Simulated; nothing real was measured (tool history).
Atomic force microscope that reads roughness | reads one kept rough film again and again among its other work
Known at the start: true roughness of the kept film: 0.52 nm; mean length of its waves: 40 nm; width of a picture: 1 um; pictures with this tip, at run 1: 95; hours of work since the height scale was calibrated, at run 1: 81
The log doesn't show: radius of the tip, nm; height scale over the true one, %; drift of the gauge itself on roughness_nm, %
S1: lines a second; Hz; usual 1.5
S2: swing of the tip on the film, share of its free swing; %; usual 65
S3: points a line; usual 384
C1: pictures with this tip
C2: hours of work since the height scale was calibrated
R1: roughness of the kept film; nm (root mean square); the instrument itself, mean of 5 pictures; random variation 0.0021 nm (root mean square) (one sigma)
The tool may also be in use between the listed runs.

Run 1, hour 0: usual settings; C1 95; C2 81. Result: R1 0.502 nm (root mean square).
Run 2, hour 9.1: usual settings; C1 102; C2 85. Result: R1 0.501 nm (root mean square).
Run 3, hour 13.8: usual settings; C1 106; C2 87. Result: R1 0.506 nm (root mean square).
Run 4, hour 19.2: usual settings; C1 110; C2 90. Result: R1 0.506 nm (root mean square).
Run 5, hour 24.8: usual settings but S2 84 %; C1 115; C2 93. Result: R1 0.485 nm (root mean square).
Run 6, hour 32.3: usual settings but S2 84 %; C1 121; C2 96. Result: R1 0.484 nm (root mean square).
Run 7, hour 38.5: usual settings; C1 126; C2 99. Result: R1 0.505 nm (root mean square).
Run 8, hour 43.5: usual settings but S1 1.41 Hz; C1 129; C2 102. Result: R1 0.5 nm (root mean square).
Run 9, hour 50.7: usual settings but S1 1.41 Hz, S2 81 %; C1 135; C2 105. Result: R1 0.489 nm (root mean square).
Run 10, hour 55.7: usual settings but S2 68 %; C1 139; C2 108. Result: R1 0.5 nm (root mean square).
Run 11, hour 63.5: usual settings but S2 68 %; C1 145; C2 112. Result: R1 0.498 nm (root mean square).
Run 12, hour 70.2: usual settings but S2 68 %; C1 150; C2 115. Result: R1 0.495 nm (root mean square).
Run 13, hour 74.9: usual settings but S3 645; C1 154; C2 117. Result: R1 0.501 nm (root mean square).
Run 14, hour 80.7: usual settings but S3 645; C1 159; C2 120. Result: R1 0.504 nm (root mean square).
Run 15, hour 88.3: usual settings but S3 645; C1 165; C2 124. Result: R1 0.502 nm (root mean square).
Run 16, hour 94.4: usual settings but S3 645; C1 169; C2 126. Result: R1 0.496 nm (root mean square).
Run 17, hour 98.9: usual settings but S3 645; C1 173; C2 129. Result: R1 0.503 nm (root mean square).
Run 18, hour 108: usual settings but S3 645; C1 180; C2 133. Result: R1 0.5 nm (root mean square).
Run 19, hour 116.1: usual settings; C1 186; C2 137. Result: R1 0.499 nm (root mean square).
Run 20, hour 120.7: usual settings; C1 190; C2 139. Result: R1 0.496 nm (root mean square).
Run 21, hour 125.8: usual settings; C1 194; C2 142. Result: R1 0.496 nm (root mean square).
Run 22, hour 130.4: usual settings; C1 197; C2 144. Result: R1 0.497 nm (root mean square).
At hour 137.8: new tip fitted.
Run 23, hour 138.1: usual settings; C1 0; C2 147. Result: R1 0.503 nm (root mean square).
Run 24, hour 147.5: usual settings; C1 7; C2 152. Result: R1 0.501 nm (root mean square).
Run 25, hour 154.1: usual settings; C1 13; C2 155. Result: R1 0.502 nm (root mean square).
Run 26, hour 158.2: usual settings; C1 16; C2 157. Result: R1 0.501 nm (root mean square).
Run 27, hour 164.9: usual settings; C1 21; C2 160. Result: R1 0.499 nm (root mean square).
Run 28, hour 173: usual settings but S1 0.75 Hz, S3 391; C1 27; C2 164. Result: R1 0.508 nm (root mean square).
Run 29, hour 177: usual settings but S1 0.75 Hz, S2 82 %, S3 906; C1 31; C2 166. Result: R1 0.5 nm (root mean square).
Run 30, hour 182.8: usual settings but S2 60 %, S3 364; C1 35; C2 169. Result: R1 0.504 nm (root mean square).
Run 31, hour 187.6: usual settings but S2 60 %, S3 364; C1 39; C2 171. Result: R1 0.505 nm (root mean square).
Run 32, hour 193.7: usual settings but S2 60 %, S3 364; C1 44; C2 174. Result: R1 0.503 nm (root mean square).
Run 33, hour 200.5: usual settings but S2 60 %, S3 364; C1 49; C2 178. Result: R1 0.505 nm (root mean square).
Run 34, hour 205.5: usual settings but S1 2.17 Hz, S2 69 %, S3 703; C1 53; C2 180. Result: R1 0.495 nm (root mean square).
Run 35, hour 213: usual settings but S1 3.24 Hz, S2 56 %, S3 471; C1 59; C2 184. Result: R1 0.498 nm (root mean square).
Run 36, hour 217.4: usual settings but S1 1.42 Hz, S2 73 %, S3 377; C1 62; C2 186. Result: R1 0.498 nm (root mean square).
Run 37, hour 222.7: usual settings but S1 1.42 Hz, S2 73 %, S3 377; C1 66; C2 188. Result: R1 0.496 nm (root mean square).
Run 38, hour 230.4: usual settings but S2 61 %, S3 298; C1 72; C2 192. Result: R1 0.499 nm (root mean square).
Run 39, hour 235.3: usual settings but S2 61 %, S3 298; C1 76; C2 195. Result: R1 0.505 nm (root mean square).
Run 40, hour 243.9: usual settings but S2 61 %, S3 298; C1 83; C2 199. Result: R1 0.504 nm (root mean square).
Run 41, hour 252.9: usual settings but S2 73 %, S3 298; C1 90; C2 203. Result: R1 0.492 nm (root mean square).
Run 42, hour 261.9: usual settings but S1 1.92 Hz, S2 66 %, S3 298; C1 97; C2 207. Result: R1 0.5 nm (root mean square).
Run 43, hour 271.2: usual settings but S1 2.25 Hz, S2 73 %, S3 906; C1 104; C2 212. Result: R1 0.485 nm (root mean square).
Run 44, hour 275.8: usual settings but S1 0.62 Hz, S2 64 %, S3 342; C1 108; C2 214. Result: R1 0.503 nm (root mean square).
Run 45, hour 282.9: usual settings but S1 1.72 Hz, S2 60 %, S3 688; C1 113; C2 218. Result: R1 0.503 nm (root mean square).
Run 46, hour 291.1: usual settings but S1 3.77 Hz, S2 60 %, S3 602; C1 120; C2 222. Result: R1 0.495 nm (root mean square).
Run 47, hour 296: usual settings but S2 58 %; C1 124; C2 224. Result: R1 0.505 nm (root mean square).
Run 48, hour 305.5: usual settings but S2 58 %; C1 131; C2 229. Result: R1 0.502 nm (root mean square).
Run 49, hour 309.4: usual settings but S1 2.64 Hz, S2 70 %, S3 265; C1 134; C2 230. Result: R1 0.483 nm (root mean square).
Run 50, hour 317.4: usual settings but S1 2.64 Hz, S2 70 %, S3 265; C1 140; C2 234. Result: R1 0.482 nm (root mean square).
Run 51, hour 323.2: usual settings but S1 1.4 Hz, S2 63 %, S3 690; C1 145; C2 237. Result: R1 0.497 nm (root mean square).
Run 52, hour 331.5: usual settings but S1 0.72 Hz, S2 63 %, S3 690; C1 151; C2 241. Result: R1 0.507 nm (root mean square).
Run 53, hour 339.9: usual settings but S1 1.11 Hz, S2 56 %, S3 494; C1 158; C2 245. Result: R1 0.505 nm (root mean square).

3 ways to go on from here, each from the tool as it stands after run 53. What would each give?
Run A, hour 347.1: usual settings but S1 1.64 Hz, S2 56 %, S3 494; C1 164; C2 249. Result: R1 ?.
Run B, hour 347.1: usual settings but S3 701; C1 164; C2 249. Result: R1 ?.
Run C, hour 347.1: usual settings but S1 1.11 Hz, S2 79 %, S3 376; C1 164; C2 249. Result: R1 ?.

run     R1
  A  0.505
  B  0.498
  C  0.494
Without the tool's hidden state the same runs would have given:
run     R1
  A  0.511
  B  0.504
  C    0.5
